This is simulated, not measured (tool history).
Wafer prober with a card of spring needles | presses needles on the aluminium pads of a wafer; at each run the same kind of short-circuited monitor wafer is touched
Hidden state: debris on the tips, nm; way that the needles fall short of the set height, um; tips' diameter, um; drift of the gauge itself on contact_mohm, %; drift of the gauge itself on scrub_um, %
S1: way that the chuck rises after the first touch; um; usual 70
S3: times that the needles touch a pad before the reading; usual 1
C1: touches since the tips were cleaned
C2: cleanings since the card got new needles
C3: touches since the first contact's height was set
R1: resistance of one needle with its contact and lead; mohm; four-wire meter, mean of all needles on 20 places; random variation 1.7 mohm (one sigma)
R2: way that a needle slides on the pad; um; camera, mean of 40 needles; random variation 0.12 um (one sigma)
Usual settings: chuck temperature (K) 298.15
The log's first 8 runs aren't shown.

-- hour=211.4 tips cleaned on abrasive film
run 9 hour=224.6 | S1=70 chuck_temperature_(K)=298.15 S3=1 | C1=2269 C2=74 C3=42549 | R1=188 R2=16.34
-- hour=231.4 tips cleaned on abrasive film
-- hour=250.9 tips cleaned on abrasive film
run 10 hour=266.3 | S1=70 chuck_temperature_(K)=298.15 S3=1 | C1=2648 C2=76 C3=49703 | R1=191 R2=16.19
-- hour=269.9 tips cleaned on abrasive film
-- hour=289.3 tips cleaned on abrasive film
run 11 hour=296.2 | S1=70 chuck_temperature_(K)=298.15 S3=1 | C1=1187 C2=78 C3=54825 | R1=181 R2=16.19
-- hour=311.1 tips cleaned on abrasive film
-- hour=330.6 tips cleaned on abrasive film
run 12 hour=334.3 | S1=70 chuck_temperature_(K)=308.15 S3=1 | C1=635 C2=80 C3=61365 | R1=178 R2=16.17
-- hour=351.9 tips cleaned on abrasive film
run 13 hour=366.3 | S1=70 chuck_temperature_(K)=308.15 S3=1 | C1=2486 C2=81 C3=66857 | R1=190 R2=16.19
-- hour=373.1 tips cleaned on abrasive film
-- hour=394.0 tips cleaned on abrasive film
run 14 hour=396.5 | S1=53 chuck_temperature_(K)=308.15 S3=1 | C1=436 C2=83 C3=72034 | R1=184 R2=12.00
-- hour=415.8 tips cleaned on abrasive film
run 15 hour=428.3 | S1=53 chuck_temperature_(K)=308.15 S3=1 | C1=2160 C2=84 C3=77492 | R1=203 R2=11.89
-- hour=435.6 tips cleaned on abrasive film
run 16 hour=450.1 | S1=75 chuck_temperature_(K)=315.15 S3=2 | C1=2496 C2=85 C3=81226 | R1=181 R2=16.90
-- hour=455.1 tips cleaned on abrasive film
-- hour=477.7 tips cleaned on abrasive film
run 17 hour=487.8 | S1=63 chuck_temperature_(K)=298.15 S3=1 | C1=1733 C2=87 C3=87693 | R1=191 R2=14.30
-- hour=497.1 tips cleaned on abrasive film
-- hour=518.2 tips cleaned on abrasive film
run 18 hour=520.9 | S1=62 chuck_temperature_(K)=298.15 S3=2 | C1=459 C2=89 C3=93365 | R1=177 R2=14.06
-- hour=537.8 tips cleaned on abrasive film
-- hour=560.0 tips cleaned on abrasive film
run 19 hour=562.1 | S1=62 chuck_temperature_(K)=298.15 S3=2 | C1=359 C2=91 C3=100433 | R1=174 R2=13.92
-- hour=580.4 tips cleaned on abrasive film
-- hour=599.5 tips cleaned on abrasive film
run 20 hour=599.5 | S1=62 chuck_temperature_(K)=324.15 S3=1 | C1=0 C2=93 C3=106846 | R1=178 R2=13.91
-- hour=621.9 tips cleaned on abrasive film
-- hour=629.7 height of the first contact set anew
run 21 hour=639.2 | S1=87 chuck_temperature_(K)=353.15 S3=2 | C1=2940 C2=94 C3=1646 | R1=185 R2=20.48
-- hour=642.7 tips cleaned on abrasive film
run 22 hour=658.0 | S1=87 chuck_temperature_(K)=353.15 S3=2 | C1=2638 C2=95 C3=4873 | R1=184 R2=20.58
-- hour=663.8 tips cleaned on abrasive film
-- hour=684.1 tips cleaned on abrasive film
run 23 hour=700.5 | S1=52 chuck_temperature_(K)=358.15 S3=2 | C1=2840 C2=97 C3=12165 | R1=198 R2=12.31
-- hour=703.9 tips cleaned on abrasive film
-- hour=723.1 tips cleaned on abrasive film
run 24 hour=723.1 | S1=74 chuck_temperature_(K)=314.15 S3=2 | C1=0 C2=99 C3=16010 | R1=171 R2=17.44
-- hour=744.8 tips cleaned on abrasive film
run 25 hour=762.2 | S1=74 chuck_temperature_(K)=314.15 S3=2 | C1=2993 C2=100 C3=22732 | R1=187 R2=17.22
-- hour=764.3 tips cleaned on abrasive film
-- hour=784.2 tips cleaned on abrasive film
-- hour=803.8 tips cleaned on abrasive film
run 26 hour=803.8 | S1=77 chuck_temperature_(K)=298.15 S3=1 | C1=0 C2=103 C3=29857 | R1=171 R2=18.09
run 27 hour=821.3 | S1=68 chuck_temperature_(K)=329.15 S3=2 | C1=3020 C2=103 C3=32877 | R1=189 R2=16.06
-- hour=825.0 tips cleaned on abrasive film
-- hour=845.0 tips cleaned on abrasive film
run 28 hour=847.9 | S1=70 chuck_temperature_(K)=372.15 S3=2 | C1=503 C2=105 C3=37419 | R1=184 R2=16.27
-- hour=867.1 tips cleaned on abrasive film
run 29 hour=869.6 | S1=70 chuck_temperature_(K)=308.15 S3=2 | C1=430 C2=106 C3=41139 | R1=175 R2=16.31
-- hour=888.0 tips cleaned on abrasive film
run 30 hour=893.7 | S1=70 chuck_temperature_(K)=298.15 S3=1 | C1=987 C2=107 C3=45284 | R1=185 R2=16.21

Forecast each of these 4 alternatives for the next run:
-- hour=909.6 tips cleaned on abrasive film
run A hour=915.2 | S1=70 chuck_temperature_(K)=299.15 S3=2 | C1=968 C2=108 C3=48970 | R1=? R2=?
-- hour=909.6 tips cleaned on abrasive film
run B hour=915.2 | S1=89 chuck_temperature_(K)=362.15 S3=3 | C1=968 C2=108 C3=48970 | R1=? R2=?
-- hour=909.6 tips cleaned on abrasive film
run C hour=915.2 | S1=70 chuck_temperature_(K)=298.15 S3=1 | C1=968 C2=108 C3=48970 | R1=? R2=?
-- hour=909.6 tips cleaned on abrasive film
run D hour=915.2 | S1=70 chuck_temperature_(K)=330.15 S3=1 | C1=968 C2=108 C3=48970 | R1=? R2=?

run=A R1=178 R2=16.21
run=B R1=182 R2=20.57
run=C R1=181 R2=16.19
run=D R1=182 R2=16.37
Without the tool's hidden state the same runs would have given:
run=A R1=171 R2=16.58
run=B R1=181 R2=20.93
run=C R1=170 R2=16.56
run=D R1=172 R2=16.74
